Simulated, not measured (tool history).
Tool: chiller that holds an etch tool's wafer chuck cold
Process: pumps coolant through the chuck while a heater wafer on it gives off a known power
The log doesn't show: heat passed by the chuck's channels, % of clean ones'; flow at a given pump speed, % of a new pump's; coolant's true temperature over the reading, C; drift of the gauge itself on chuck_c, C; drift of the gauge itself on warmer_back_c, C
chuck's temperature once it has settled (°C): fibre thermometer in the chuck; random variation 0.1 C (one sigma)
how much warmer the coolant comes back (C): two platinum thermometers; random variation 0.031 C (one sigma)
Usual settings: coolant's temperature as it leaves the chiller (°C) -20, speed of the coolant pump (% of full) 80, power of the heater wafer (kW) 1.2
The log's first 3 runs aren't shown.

| run | day | coolant's temperature as it leaves the chiller (°C) | speed of the coolant pump (% of full) | power of the heater wafer (kW) | hours since the coolant was changed and the channels were flushed | hours since the pump was overhauled | hours since the chiller's thermometer was calibrated | chuck's temperature once it has settled (°C) | how much warmer the coolant comes back (C) |
|---|---|---|---|---|---|---|---|---|---|
| 4 | 5.854 | -20 | 80 | 1.2 | 2218 | 1341 | 122 | -10.3 | 2.96 |
| 5 | 7.542 | -20 | 80 | 1.2 | 2259 | 1381 | 162 | -10.8 | 2.99 |
| 6 | 9.954 | -20 | 80 | 1.2 | 2317 | 1439 | 220 | -10.5 | 2.93 |
| 7 | 11.846 | -20 | 80 | 1.2 | 2362 | 1485 | 265 | -10.6 | 2.96 |
| 8 | 14.117 | -20 | 80 | 1.2 | 2417 | 1539 | 320 | -10.5 | 2.98 |
| 9 | 15.879 | -20 | 80 | 1.2 | 2459 | 1582 | 362 | -10.5 | 2.98 |
| 10 | 17.358 | -20 | 80 | 1.2 | 2494 | 1617 | 398 | -10.6 | 2.93 |
| 11 | 19.892 | -20 | 80 | 1.2 | 2555 | 1678 | 458 | -10.4 | 3.02 |
| 12 | 21.579 | -25 | 80 | 1.2 | 2596 | 1718 | 499 | -15.5 | 2.99 |
| 13 | 24.133 | -20 | 76 | 1.2 | 2657 | 1780 | 560 | -10.2 | 3.17 |
| 14 | 25.662 | -20 | 80 | 0.662 | 2694 | 1816 | 597 | -14.7 | 1.72 |
| 15 | 27.638 | -20 | 80 | 0.662 | 2741 | 1864 | 644 | -14.6 | 1.68 |
| 16 | 29.183 | -20 | 69 | 1.2 | 2778 | 1901 | 681 | -9.4 | 3.5 |
| 17 | 30.971 | -17 | 72 | 1.2 | 2821 | 1944 | 724 | -6.6 | 3.39 |
| 18 | 32.738 | -27 | 80 | 0.69 | 2863 | 1986 | 767 | -21.6 | 1.71 |
| 19 | 34.517 | -20 | 78 | 0.992 | 2906 | 2029 | 810 | -11.8 | 2.57 |
| 20 | 35.858 | -23 | 83 | 1.014 | 2938 | 2061 | 842 | -15.2 | 2.38 |
| 21 | 37.942 | -23 | 83 | 1.014 | 2988 | 2111 | 892 | -15.1 | 2.41 |
| 22 | 39.758 | -17 | 65 | 0.988 | 3032 | 2155 | 935 | -7.7 | 3.09 |
| 23 | 41.933 | -17 | 65 | 0.988 | 3084 | 2207 | 987 | -7.9 | 3.14 |

Run 24 comes next. What will it give?
| 24 | 43.804 | -17 | 65 | 0.988 | 3129 | 2252 | 1032 | ? | ? |

{"run 24": {"chuck's temperature once it has settled (°C)": -7.7, "how much warmer the coolant comes back (C)": 3.11}}
Without the tool's hidden state the same run would have given chuck's temperature once it has settled (°C) -8.5, how much warmer the coolant comes back (C) 3.06.
